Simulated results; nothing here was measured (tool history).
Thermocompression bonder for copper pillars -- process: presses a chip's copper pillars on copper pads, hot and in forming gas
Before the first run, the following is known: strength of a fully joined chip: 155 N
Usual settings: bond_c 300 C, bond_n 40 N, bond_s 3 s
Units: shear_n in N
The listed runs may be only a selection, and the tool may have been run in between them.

Run 1, hour 0: usual settings. Result: shear_n 78.3 N.
Run 2, hour 7.7: usual settings. Result: shear_n 81.4 N.
Run 3, hour 15: usual settings. Result: shear_n 79.4 N.
Run 4, hour 19.6: usual settings. Result: shear_n 79.7 N.
Run 5, hour 25.9: usual settings but bond_s 2 s. Result: shear_n 69.3 N.
Run 6, hour 32.3: usual settings. Result: shear_n 80.7 N.
Run 7, hour 39.6: usual settings. Result: shear_n 79.9 N.
Run 8, hour 47.6: usual settings but bond_c 315 C. Result: shear_n 93.2 N.
Run 9, hour 56.1: usual settings but bond_c 313 C. Result: shear_n 92.3 N.
Run 10, hour 66.3: usual settings but bond_c 313 C. Result: shear_n 92.6 N.
Run 11, hour 74.2: usual settings but bond_c 313 C. Result: shear_n 92.1 N.
Run 12, hour 81.1: usual settings but bond_c 274 C, bond_n 30 N, bond_s 4 s. Result: shear_n 43.4 N.
Run 13, hour 88.4: usual settings but bond_c 307 C, bond_s 2 s. Result: shear_n 74.9 N.
Run 14, hour 97.1: usual settings but bond_n 57 N. Result: shear_n 107.2 N.
At hour 98.1: forming gas filter changed.
Run 15, hour 105.9: usual settings but bond_c 287 C, bond_n 57 N, bond_s 4 s. Result: shear_n 103.5 N.
Run 16, hour 110.4: usual settings but bond_c 288 C, bond_n 30 N. Result: shear_n 50.7 N.
Run 17, hour 116.4: usual settings but bond_c 288 C, bond_n 54 N, bond_s 4 s. Result: shear_n 99.3 N.
Run 18, hour 126: usual settings but bond_n 46 N. Result: shear_n 90.2 N.
Run 19, hour 131.7: usual settings but bond_c 294 C, bond_s 6 s. Result: shear_n 93.9 N.
Run 20, hour 137.5: usual settings but bond_c 279 C, bond_n 25 N, bond_s 2 s. Result: shear_n 28.6 N.
Run 21, hour 142.8: usual settings but bond_c 279 C, bond_n 25 N, bond_s 2 s. Result: shear_n 29 N.

Forecast each of these 4 alternatives for the next run:
Run A, hour 147.1: usual settings but bond_c 320 C. Result: shear_n ?.
Run B, hour 147.1: usual settings but bond_n 26 N, bond_s 4 s. Result: shear_n ?.
Run C, hour 147.1: usual settings but bond_c 313 C. Result: shear_n ?.
Run D, hour 147.1: usual settings but bond_c 282 C, bond_n 49 N, bond_s 2 s. Result: shear_n ?.

run  shear_n
  A     99.7
  B     56.8
  C     94.1
  D     68.5
The same runs, with their run-to-run variation unchanged, on a tool lacking any hidden condition would have given:
run  shear_n
  A    105.8
  B     61.9
  C    100.4
  D     74.5
